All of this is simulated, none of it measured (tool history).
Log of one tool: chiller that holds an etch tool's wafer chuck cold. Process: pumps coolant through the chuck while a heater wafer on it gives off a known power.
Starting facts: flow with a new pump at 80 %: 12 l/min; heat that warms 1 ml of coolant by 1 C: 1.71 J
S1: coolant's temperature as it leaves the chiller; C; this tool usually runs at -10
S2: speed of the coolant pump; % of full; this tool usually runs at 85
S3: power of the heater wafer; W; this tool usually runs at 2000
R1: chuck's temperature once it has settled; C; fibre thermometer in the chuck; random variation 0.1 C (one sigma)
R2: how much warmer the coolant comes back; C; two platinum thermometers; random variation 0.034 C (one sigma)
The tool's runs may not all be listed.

run 1 hour=0.0 | S1=-10 S2=85 S3=2000 | R1=9.0 R2=5.65
run 2 hour=97.7 | S1=-10 S2=85 S3=2000 | R1=8.9 R2=5.69
run 3 hour=190.3 | S1=-10 S2=85 S3=2000 | R1=9.2 R2=5.71
run 4 hour=287.9 | S1=-10 S2=87 S3=2000 | R1=8.8 R2=5.60
run 5 hour=335.7 | S1=-10 S2=70 S3=2000 | R1=12.1 R2=6.84
run 6 hour=429.3 | S1=-10 S2=70 S3=2000 | R1=12.3 R2=6.92
run 7 hour=526.7 | S1=-10 S2=85 S3=2162 | R1=10.9 R2=6.20
run 8 hour=589.2 | S1=-10 S2=85 S3=2162 | R1=11.1 R2=6.17
run 9 hour=635.0 | S1=-10 S2=85 S3=1089 | R1=0.7 R2=3.19
run 10 hour=726.0 | S1=-9 S2=85 S3=1089 | R1=1.9 R2=3.18
run 11 hour=813.0 | S1=-10 S2=85 S3=2000 | R1=9.6 R2=5.78
run 12 hour=869.8 | S1=-10 S2=85 S3=2000 | R1=9.9 R2=5.69
run 13 hour=964.6 | S1=-10 S2=85 S3=2000 | R1=9.9 R2=5.80
run 14 hour=1067.8 | S1=-10 S2=85 S3=2000 | R1=9.9 R2=5.79
run 15 hour=1142.7 | S1=-10 S2=85 S3=2000 | R1=10.1 R2=5.84
run 16 hour=1216.8 | S1=-17 S2=85 S3=2000 | R1=3.0 R2=5.82
run 17 hour=1315.7 | S1=-4 S2=93 S3=1847 | R1=13.5 R2=4.96
-- hour=1328.7 chiller's thermometer calibrated
run 18 hour=1402.5 | S1=-4 S2=93 S3=1847 | R1=13.1 R2=4.93
run 19 hour=1449.5 | S1=-14 S2=74 S3=2698 | R1=15.8 R2=9.01
run 20 hour=1551.1 | S1=-6 S2=93 S3=2104 | R1=13.7 R2=5.62
run 21 hour=1640.8 | S1=-6 S2=93 S3=2754 | R1=19.8 R2=7.42
run 22 hour=1744.2 | S1=-20 S2=91 S3=1058 | R1=-10.0 R2=2.91
run 23 hour=1813.7 | S1=-20 S2=91 S3=1058 | R1=-9.7 R2=2.92
run 24 hour=1896.4 | S1=-14 S2=78 S3=1417 | R1=1.3 R2=4.54
run 25 hour=1968.1 | S1=-14 S2=69 S3=2575 | R1=16.7 R2=9.28
run 26 hour=2061.0 | S1=-14 S2=69 S3=2575 | R1=16.7 R2=9.34
run 27 hour=2144.6 | S1=-14 S2=69 S3=2575 | R1=17.0 R2=9.36
-- hour=2201.0 coolant changed, channels flushed
run 28 hour=2201.0 | S1=-6 S2=85 S3=2000 | R1=12.0 R2=5.95
run 29 hour=2276.5 | S1=-4 S2=70 S3=1305 | R1=9.7 R2=4.62
run 30 hour=2355.4 | S1=-4 S2=70 S3=1305 | R1=9.9 R2=4.71

Run 31 is up next; what results do you expect?
run 31 hour=2431.6 | S1=-11 S2=66 S3=2000 | R1=? R2=?

R1: 11.1 C
R2: 7.68 C
Take away the tool's hidden state, keep the run-to-run variation as it was, and the same run would have given R1 9.4 C, R2 7.06 C.
